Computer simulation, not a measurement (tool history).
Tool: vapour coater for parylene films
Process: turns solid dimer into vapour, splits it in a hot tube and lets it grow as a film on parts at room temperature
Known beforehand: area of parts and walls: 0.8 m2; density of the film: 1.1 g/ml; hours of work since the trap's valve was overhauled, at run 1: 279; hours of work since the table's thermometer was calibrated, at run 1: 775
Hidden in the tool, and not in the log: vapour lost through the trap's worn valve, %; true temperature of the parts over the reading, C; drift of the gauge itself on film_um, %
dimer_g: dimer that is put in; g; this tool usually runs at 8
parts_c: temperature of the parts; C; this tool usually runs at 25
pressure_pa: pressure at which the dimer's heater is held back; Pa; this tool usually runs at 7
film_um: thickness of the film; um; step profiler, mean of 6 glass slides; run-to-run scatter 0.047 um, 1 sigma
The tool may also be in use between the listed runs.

run,hour,dimer_g,parts_c,pressure_pa,hours of work since the trap's valve was overhauled,hours of work since the table's thermometer was calibrated,film_um
1,0,8,25,7,279,775,4.96
2,11.8,8,25,7,289,786,4.97
3,34.6,8,25,7,308,805,4.9
4,51,8,25,4.92,322,819,5.28
5,65.8,8,25,4.92,335,832,5.25
6,88,8,25,6.1,354,851,4.99
7,101.1,8,25,7,366,862,4.77
8,114.5,8,25,7,377,874,4.87
9,125.5,8,33,7,387,883,3.63
10,143,8,33,7,402,898,3.63
11,159.6,8,33,7,416,913,3.6
12,177.2,8,25,7,431,928,4.66
13,200.5,8,25,7,451,948,4.67
14,223,8,25,7,470,967,4.65
15,243.2,12,25,7,488,985,7.03
# hour 249: trap's valve overhauled
16,271,8,25,7,19,1005,5.47
17,292.5,8,25,7,37,1023,5.46
18,315.5,4,25,7,57,1043,2.67
19,332.3,8,25,7,72,1058,5.36
20,350.1,8,25,7,87,1073,5.33
21,362.5,8,26,7,98,1084,5.24
22,373.5,8,25,7,107,1093,5.31
23,395.8,8,25,7,126,1112,5.24
24,410.4,10,25,7,139,1125,6.56
25,423.1,10,25,7,150,1136,6.54
26,447.5,6,28,7,171,1157,3.51
27,472,6,18,3.86,192,1178,5.66
28,493.4,4,24,3.99,210,1196,3.07
29,506.8,8,22,7,222,1208,5.73
# hour 509.8: table's thermometer calibrated
30,527.8,8,22,7,239,15,5.69
31,548.2,12,23,7,256,33,8.34
32,570.7,12,23,7,276,52,8.35
33,587.4,10,32,7,290,67,4.98
# hour 592.2: table's thermometer calibrated, once more
34,602.7,3,25,10.9,303,9,1.63
35,616.4,9,25,8.96,314,21,5.24
36,640.4,4,20,4.13,335,41,3.16
37,661,7,26,7.49,353,59,4
38,681.5,9,23,7.49,370,77,5.7
39,697.7,9,30,3.02,384,91,5.42
40,718.2,9,30,3.02,402,108,5.35
41,742.8,4,24,6.97,423,129,2.41
42,755.7,9,24,7.21,434,141,5.54
43,772.3,9,28,3.73,448,155,5.42

For some of the steps in film_um from one run to the next: how much would appear even if the tool had no hidden state, given the settings, what came in and random variation, and how much remains for the hidden state plus any gauge scatter that the measured result and the result without hidden state don't share?
Run 14 -> 15: dimer_g 8 -> 12. film_um +2.38 um: hidden state -0.4, all else +2.78.
Run 15 -> 16: dimer_g 12 -> 8, trap's valve overhauled. film_um -1.56 um: hidden state +1.19, all else -2.75.
Run 32 -> 33: dimer_g 12 -> 10, parts_c 23 -> 32. film_um -3.37 um: hidden state +0.15, all else -3.52.
Run 33 -> 34: dimer_g 10 -> 3, parts_c 32 -> 25, pressure_pa 7 -> 10.9, table's thermometer calibrated, once more. film_um -3.35 um: hidden state +0.1, all else -3.45.
Run 34 -> 35: dimer_g 3 -> 9, pressure_pa 10.9 -> 8.96. film_um +3.61 um: hidden state -0.37, all else +3.98.
Run 41 -> 42: dimer_g 4 -> 9, pressure_pa 6.97 -> 7.21. film_um +3.13 um: hidden state -0.45, all else +3.58.
